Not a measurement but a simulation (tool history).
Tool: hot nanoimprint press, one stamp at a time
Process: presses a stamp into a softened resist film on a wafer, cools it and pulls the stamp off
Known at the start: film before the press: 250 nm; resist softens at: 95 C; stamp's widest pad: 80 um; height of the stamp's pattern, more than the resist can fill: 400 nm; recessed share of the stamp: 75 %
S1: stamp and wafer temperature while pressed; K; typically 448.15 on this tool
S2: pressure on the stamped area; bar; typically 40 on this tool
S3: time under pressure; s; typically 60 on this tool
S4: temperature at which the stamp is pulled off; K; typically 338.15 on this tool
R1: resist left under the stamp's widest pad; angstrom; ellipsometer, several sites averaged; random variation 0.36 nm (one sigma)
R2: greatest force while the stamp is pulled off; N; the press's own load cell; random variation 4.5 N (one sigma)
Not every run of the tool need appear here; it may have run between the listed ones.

run,hour,S1,S2,S3,S4,R1,R2
1,0,448.15,40,60,338.15,1029,212
# hour 14.9: plate thermocouple calibrated
2,14.9,448.15,40,60,338.15,1031,215
3,26.5,448.15,40,60,338.15,1030,222
4,33.6,448.15,40,60,338.15,1038,215
5,43.3,448.15,40,60,338.15,1042,219
6,49,448.15,40,60,331.15,1037,246
7,60.9,448.15,40,60,330.15,1047,251
8,70.8,448.15,40,60,330.15,1050,251
9,82.1,448.15,40,60,330.15,1051,255
10,94,448.15,40,60,330.15,1056,243
11,105.3,448.15,40,60,330.15,1049,249
12,111.6,448.15,40,60,330.15,1045,248
# hour 120.8: gauge calibrated
13,123.3,448.15,41.7,60,337.15,1007,226
14,130.5,448.15,41.7,60,337.15,1001,221
15,141,443.15,31.7,85,338.15,1223,219
16,148.1,448.15,40,60,328.15,1027,262
17,156.8,440.15,27.2,95,338.15,1406,214
18,163.1,458.15,41.1,60,338.15,767,218
19,168.5,458.15,41.1,60,338.15,775,219
# hour 180.2: stamp cleaned and given a new release coat
20,183.3,448.15,27.8,39,338.15,1448,214
21,194.5,448.15,40,117,332.15,835,247
22,203.1,448.15,40,117,344.15,838,193

Consider 5 possible next runs. They are alternatives, not a sequence: every one starts from the tool as it was left by run 22. What does each give?
A,210,458.15,40,60,333.15,?,?
B,210,456.15,40,35,340.15,?,?
C,210,448.15,40,60,336.15,?,?
D,210,442.15,41.3,117,344.15,?,?
E,210,437.15,40,31,324.15,?,?

run,R1,R2
A,789,245
B,1001,205
C,1051,224
D,994,189
E,1721,273
Had the tool no hidden state, the same runs would have come out as:
run,R1,R2
A,774,245
B,983,205
C,1032,224
D,976,189
E,1690,273
